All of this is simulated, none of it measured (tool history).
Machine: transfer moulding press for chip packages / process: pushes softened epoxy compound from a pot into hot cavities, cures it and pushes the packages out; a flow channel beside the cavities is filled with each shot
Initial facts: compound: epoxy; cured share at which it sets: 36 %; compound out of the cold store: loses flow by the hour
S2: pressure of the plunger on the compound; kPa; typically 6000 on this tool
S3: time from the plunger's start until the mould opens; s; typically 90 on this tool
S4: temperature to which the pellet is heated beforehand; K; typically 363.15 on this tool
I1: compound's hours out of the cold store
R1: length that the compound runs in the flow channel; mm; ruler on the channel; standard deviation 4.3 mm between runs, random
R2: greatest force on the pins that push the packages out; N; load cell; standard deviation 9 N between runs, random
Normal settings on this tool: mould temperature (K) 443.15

Run 1, hour 0: usual settings; I1 20.2. Result: R1 923 mm, R2 651 N.
Run 2, hour 12.5: usual settings; I1 23.5. Result: R1 910 mm, R2 696 N.
Run 3, hour 31.5: usual settings but mould temperature (K) 444.15; I1 14.8. Result: R1 935 mm, R2 712 N.
Run 4, hour 44.7: usual settings but S2 5360 kPa; I1 33.1. Result: R1 829 mm, R2 734 N.
Run 5, hour 69.3: usual settings but S4 360.15 K; I1 22.5. Result: R1 914 mm, R2 838 N.
At hour 76.1: cavities cleaned with cleaning compound and waxed.
Run 6, hour 85: usual settings but S4 370.15 K; I1 11.8. Result: R1 937 mm, R2 510 N.
Run 7, hour 98.2: usual settings but S4 370.15 K; I1 19.9. Result: R1 909 mm, R2 582 N.
Run 8, hour 123.2: usual settings; I1 15.1. Result: R1 916 mm, R2 678 N.
Run 9, hour 138.4: usual settings but mould temperature (K) 448.15; I1 8. Result: R1 920 mm, R2 572 N.
Run 10, hour 153.8: usual settings but S3 85 s; I1 23.3. Result: R1 895 mm, R2 856 N.
Run 11, hour 171.8: usual settings but S2 6370 kPa; I1 23.9. Result: R1 905 mm, R2 801 N.
Run 12, hour 190.4: usual settings but S2 6370 kPa; I1 25. Result: R1 918 mm, R2 814 N.
At hour 206.9: cavities cleaned with cleaning compound and waxed.
At hour 213.2: plunger's sealing rings changed.
Run 13, hour 220.2: usual settings but S2 6370 kPa; I1 16.5. Result: R1 970 mm, R2 509 N.
Run 14, hour 236.2: usual settings but S2 5040 kPa, S4 370.15 K; I1 43.5. Result: R1 786 mm, R2 543 N.
Run 15, hour 251.3: usual settings but S2 5040 kPa, S3 118 s, S4 358.15 K; I1 40.4. Result: R1 791 mm, R2 478 N.
Run 16, hour 263.2: usual settings but S2 5730 kPa, S3 105 s; I1 25.3. Result: R1 888 mm, R2 551 N.
Run 17, hour 282.6: usual settings but mould temperature (K) 437.15, S2 5640 kPa, S3 115 s, S4 368.15 K; I1 44.2. Result: R1 857 mm, R2 725 N.
Run 18, hour 295.1: usual settings but mould temperature (K) 437.15, S3 129 s, S4 361.15 K; I1 13.5. Result: R1 981 mm, R2 667 N.
Run 19, hour 311.8: usual settings but mould temperature (K) 437.15, S3 129 s, S4 361.15 K; I1 21.5. Result: R1 954 mm, R2 696 N.
Run 20, hour 332.6: usual settings but S3 111 s, S4 361.15 K; I1 37.5. Result: R1 875 mm, R2 636 N.
At hour 340.4: cavities cleaned with cleaning compound and waxed.
Run 21, hour 345.8: usual settings but S3 111 s, S4 361.15 K; I1 43.2. Result: R1 847 mm, R2 359 N.
Run 22, hour 371.2: usual settings but S2 5400 kPa, S3 109 s, S4 361.15 K; I1 11. Result: R1 899 mm, R2 455 N.
Run 23, hour 383.4: usual settings but mould temperature (K) 445.15, S2 5380 kPa, S3 116 s, S4 355.15 K; I1 14.2. Result: R1 884 mm, R2 476 N.
Run 24, hour 401.1: usual settings but mould temperature (K) 445.15, S2 5380 kPa, S3 116 s, S4 355.15 K; I1 40.9. Result: R1 796 mm, R2 509 N.
Run 25, hour 425.9: usual settings but mould temperature (K) 445.15, S2 5380 kPa, S3 116 s, S4 355.15 K; I1 44.7. Result: R1 789 mm, R2 572 N.
Run 26, hour 440.4: usual settings but mould temperature (K) 441.15, S2 5990 kPa, S3 92 s, S4 365.15 K; I1 45.4. Result: R1 846 mm, R2 891 N.

Here are 5 independent what-if runs from the current tool condition. What would each one return?
Run A, hour 462.1: usual settings but S2 7320 kPa; I1 22.9. Result: R1 ?, R2 ?.
Run B, hour 462.1: usual settings but mould temperature (K) 441.15, S2 7350 kPa, S3 92 s, S4 354.15 K; I1 42.4. Result: R1 ?, R2 ?.
Run C, hour 462.1: usual settings but S2 6030 kPa, S4 367.15 K; I1 20.1. Result: R1 ?, R2 ?.
Run D, hour 462.1: usual settings but mould temperature (K) 448.15, S2 5990 kPa, S3 92 s, S4 365.15 K; I1 26.9. Result: R1 ?, R2 ?.
Run E, hour 462.1: usual settings but S2 4520 kPa, S3 97 s, S4 362.15 K; I1 32.1. Result: R1 ?, R2 ?.

run   R1   R2
  A  987  839
  B  946  944
  C  917  827
  D  867  654
  E  756  761
What these runs would have given with no unlogged condition in the tool:
run    R1   R2
  A  1016  392
  B   974  437
  C   944  383
  D   893  322
  E   779  361
